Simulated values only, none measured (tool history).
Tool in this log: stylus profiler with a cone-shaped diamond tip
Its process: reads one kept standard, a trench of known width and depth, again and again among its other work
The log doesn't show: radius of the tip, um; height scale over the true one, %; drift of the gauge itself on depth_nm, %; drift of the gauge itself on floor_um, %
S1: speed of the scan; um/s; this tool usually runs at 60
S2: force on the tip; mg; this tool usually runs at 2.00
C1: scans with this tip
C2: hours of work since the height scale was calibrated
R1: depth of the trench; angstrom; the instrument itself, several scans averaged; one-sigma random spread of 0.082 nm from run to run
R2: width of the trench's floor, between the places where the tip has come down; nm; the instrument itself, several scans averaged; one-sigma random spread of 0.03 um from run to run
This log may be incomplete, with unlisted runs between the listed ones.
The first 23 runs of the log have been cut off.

run 24 day=78.388 | S1=136 S2=4.29 | C1=7580 C2=412 | R1=2015.7 R2=17420
run 25 day=82.608 | S1=60 S2=5.70 | C1=8559 C2=488 | R1=2019.2 R2=17600
run 26 day=87.429 | S1=60 S2=2.05 | C1=9677 C2=574 | R1=2006.1 R2=17450
run 27 day=90.342 | S1=61 S2=2.27 | C1=10352 C2=626 | R1=2006.6 R2=17500
run 28 day=94.571 | S1=61 S2=2.27 | C1=11334 C2=702 | R1=2006.4 R2=17350
run 29 day=98.267 | S1=30 S2=2.95 | C1=12191 C2=768 | R1=2008.6 R2=17510
run 30 day=101.358 | S1=23 S2=3.65 | C1=12909 C2=823 | R1=2010.8 R2=17490
run 31 day=104.521 | S1=63 S2=2.00 | C1=13642 C2=879 | R1=2002.9 R2=17300
run 32 day=107.338 | S1=63 S2=2.00 | C1=14295 C2=930 | R1=2004.6 R2=17270
run 33 day=110.404 | S1=187 S2=0.84 | C1=15007 C2=984 | R1=1997.0 R2=16290
run 34 day=114.612 | S1=187 S2=0.84 | C1=15982 C2=1060 | R1=1995.6 R2=16270
run 35 day=118.133 | S1=187 S2=1.24 | C1=16800 C2=1122 | R1=1997.9 R2=16390
run 36 day=122.538 | S1=58 S2=1.75 | C1=17822 C2=1201 | R1=2000.4 R2=17120

Alternative continuations, all from the tool just after run 36; predict every row:
run A day=125.362 | S1=19 S2=3.52 | C1=18476 C2=1252 | R1=? R2=?
run B day=125.362 | S1=114 S2=4.68 | C1=18476 C2=1252 | R1=? R2=?
run C day=125.362 | S1=16 S2=1.20 | C1=18476 C2=1252 | R1=? R2=?

run=A R1=2006.1 R2=17270
run=B R1=2009.9 R2=17030
run=C R1=1996.8 R2=17220
What these runs would have given with no unlogged condition in the tool:
run=A R1=2019.1 R2=18220
run=B R1=2022.9 R2=17980
run=C R1=2009.8 R2=18180
